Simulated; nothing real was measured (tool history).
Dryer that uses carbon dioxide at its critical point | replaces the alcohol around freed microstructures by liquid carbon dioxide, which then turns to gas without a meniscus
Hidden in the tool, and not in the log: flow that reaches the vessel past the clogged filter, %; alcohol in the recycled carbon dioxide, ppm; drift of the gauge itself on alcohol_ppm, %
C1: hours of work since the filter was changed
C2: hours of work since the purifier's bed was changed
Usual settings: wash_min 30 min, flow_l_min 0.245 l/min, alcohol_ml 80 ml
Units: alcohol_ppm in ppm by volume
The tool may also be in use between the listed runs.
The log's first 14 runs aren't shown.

{"run": 15, "day": 4.042, "wash_min": 30, "flow_l_min": 0.245, "alcohol_ml": 82, "C1": 52, "C2": 149, "alcohol_ppm": 482}
{"run": 16, "day": 4.204, "wash_min": 30, "flow_l_min": 0.245, "alcohol_ml": 82, "C1": 54, "C2": 152, "alcohol_ppm": 510}
{"run": 17, "day": 4.583, "wash_min": 30, "flow_l_min": 0.245, "alcohol_ml": 80, "C1": 59, "C2": 157, "alcohol_ppm": 504}
{"run": 18, "day": 4.904, "wash_min": 30, "flow_l_min": 0.245, "alcohol_ml": 80, "C1": 64, "C2": 162, "alcohol_ppm": 495}
{"run": 19, "day": 5.233, "wash_min": 28, "flow_l_min": 0.241, "alcohol_ml": 23, "C1": 69, "C2": 166, "alcohol_ppm": 230}
{"run": 20, "day": 5.562, "wash_min": 23, "flow_l_min": 0.245, "alcohol_ml": 80, "C1": 73, "C2": 171, "alcohol_ppm": 1678}
{"run": 21, "day": 5.862, "wash_min": 26, "flow_l_min": 0.355, "alcohol_ml": 80, "C1": 78, "C2": 175, "alcohol_ppm": 129}
{"run": 22, "day": 6.112, "wash_min": 26, "flow_l_min": 0.405, "alcohol_ml": 24, "C1": 81, "C2": 179, "alcohol_ppm": 32}
{"run": 23, "day": 6.412, "wash_min": 26, "flow_l_min": 0.405, "alcohol_ml": 24, "C1": 86, "C2": 183, "alcohol_ppm": 29}
{"run": 24, "day": 6.775, "wash_min": 26, "flow_l_min": 0.405, "alcohol_ml": 24, "C1": 91, "C2": 188, "alcohol_ppm": 31}
{"run": 25, "day": 7.017, "wash_min": 29, "flow_l_min": 0.164, "alcohol_ml": 31, "C1": 94, "C2": 192, "alcohol_ppm": 1372}
{"run": 26, "day": 7.208, "wash_min": 45, "flow_l_min": 0.245, "alcohol_ml": 80, "C1": 97, "C2": 195, "alcohol_ppm": 57}
{"run": 27, "day": 7.492, "wash_min": 45, "flow_l_min": 0.245, "alcohol_ml": 80, "C1": 101, "C2": 199, "alcohol_ppm": 62}
{"run": 28, "day": 7.808, "wash_min": 40, "flow_l_min": 0.164, "alcohol_ml": 96, "C1": 106, "C2": 203, "alcohol_ppm": 1315}
{"run": 29, "day": 8.021, "wash_min": 37, "flow_l_min": 0.298, "alcohol_ml": 80, "C1": 109, "C2": 206, "alcohol_ppm": 64}
{"run": 30, "day": 8.292, "wash_min": 37, "flow_l_min": 0.298, "alcohol_ml": 80, "C1": 112, "C2": 210, "alcohol_ppm": 63}
{"run": 31, "day": 8.471, "wash_min": 37, "flow_l_min": 0.298, "alcohol_ml": 80, "C1": 115, "C2": 213, "alcohol_ppm": 51}
{"run": 32, "day": 8.829, "wash_min": 37, "flow_l_min": 0.361, "alcohol_ml": 80, "C1": 120, "C2": 218, "alcohol_ppm": 19}
{"run": 33, "day": 9.142, "wash_min": 38, "flow_l_min": 0.194, "alcohol_ml": 80, "C1": 125, "C2": 222, "alcohol_ppm": 660}
{"run": 34, "day": 9.471, "wash_min": 25, "flow_l_min": 0.16, "alcohol_ml": 24, "C1": 129, "C2": 227, "alcohol_ppm": 1813}
{"run": 35, "day": 9.762, "wash_min": 25, "flow_l_min": 0.221, "alcohol_ml": 23, "C1": 133, "C2": 231, "alcohol_ppm": 639}

Forecast each of these 3 alternatives for the next run:
{"run": "A", "day": 9.954, "wash_min": 30, "flow_l_min": 0.291, "alcohol_ml": 107, "C1": 136, "C2": 234, "alcohol_ppm": "?"}
{"run": "B", "day": 9.954, "wash_min": 25, "flow_l_min": 0.221, "alcohol_ml": 59, "C1": 136, "C2": 234, "alcohol_ppm": "?"}
{"run": "C", "day": 9.954, "wash_min": 38, "flow_l_min": 0.167, "alcohol_ml": 23, "C1": 136, "C2": 234, "alcohol_ppm": "?"}

run=A alcohol_ppm=335
run=B alcohol_ppm=1563
run=C alcohol_ppm=417
Without the tool's hidden state the same runs would have given:
run=A alcohol_ppm=191
run=B alcohol_ppm=1109
run=C alcohol_ppm=279

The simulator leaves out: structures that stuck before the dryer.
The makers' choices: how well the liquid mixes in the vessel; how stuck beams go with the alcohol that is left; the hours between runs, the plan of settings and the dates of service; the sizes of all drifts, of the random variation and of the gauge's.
